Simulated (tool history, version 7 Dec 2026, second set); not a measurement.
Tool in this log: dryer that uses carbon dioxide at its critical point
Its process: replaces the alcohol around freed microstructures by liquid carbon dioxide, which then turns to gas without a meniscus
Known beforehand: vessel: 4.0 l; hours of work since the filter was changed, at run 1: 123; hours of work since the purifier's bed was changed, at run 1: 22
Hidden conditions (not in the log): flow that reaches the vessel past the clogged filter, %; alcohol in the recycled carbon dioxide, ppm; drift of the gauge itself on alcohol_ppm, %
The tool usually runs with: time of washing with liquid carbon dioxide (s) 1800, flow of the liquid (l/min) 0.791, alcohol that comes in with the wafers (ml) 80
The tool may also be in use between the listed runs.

run	hour	time of washing with liquid carbon dioxide (s)	flow of the liquid (l/min)	alcohol that comes in with the wafers (ml)	hours of work since the filter was changed	hours of work since the purifier's bed was changed	alcohol left in the vessel before it's heated (ppm by volume)
1	0	1800	0.791	80	123	22	204
2	32.4	1800	0.791	89	147	46	246
3	61.5	1800	0.791	89	169	68	272
4	84.1	1800	0.791	89	186	85	284
5	116.2	1800	0.791	89	211	109	297
6	136.4	1800	0.791	89	226	124	315
7	161.1	1800	0.791	80	244	143	314
# hour 179.9: inlet filter changed
8	179.9	1800	0.711	80	0	156	271
9	201.9	1800	0.711	80	17	173	265
10	216.7	1800	0.711	80	28	184	290
11	237.2	1800	0.711	80	43	200	299
12	259	1800	0.711	80	60	216	321
13	275	1800	0.52	80	72	228	861
14	300.9	1260	0.796	112	91	248	1083
15	318.9	1080	0.788	80	105	261	1274
16	343.7	2100	0.531	80	124	280	559
17	361.5	2100	0.531	80	137	293	590
18	392.3	2100	1.03	23	160	317	101
19	427.8	1260	0.621	21	187	343	537
20	454.1	1260	0.626	66	207	363	1496
21	477	2520	0.604	83	224	381	287
22	509.9	1320	0.791	46	249	405	604
# hour 521.9: inlet filter changed
23	533.5	1380	0.875	45	9	422	289

5 options for the next run, each taken on its own from the tool as it stands now. Forecast them:
A	564.3	1800	0.782	80	32	446	?
B	564.3	2220	0.622	45	32	446	?
C	564.3	1380	0.584	41	32	446	?
D	564.3	1380	0.875	120	32	446	?
E	564.3	1800	1.044	60	32	446	?

run	alcohol left in the vessel before it's heated (ppm by volume)
A	280
B	222
C	745
D	621
E	141
With no hidden state in the tool, these same runs would have given:
run	alcohol left in the vessel before it's heated (ppm by volume)
A	148
B	99
C	595
D	466
E	23

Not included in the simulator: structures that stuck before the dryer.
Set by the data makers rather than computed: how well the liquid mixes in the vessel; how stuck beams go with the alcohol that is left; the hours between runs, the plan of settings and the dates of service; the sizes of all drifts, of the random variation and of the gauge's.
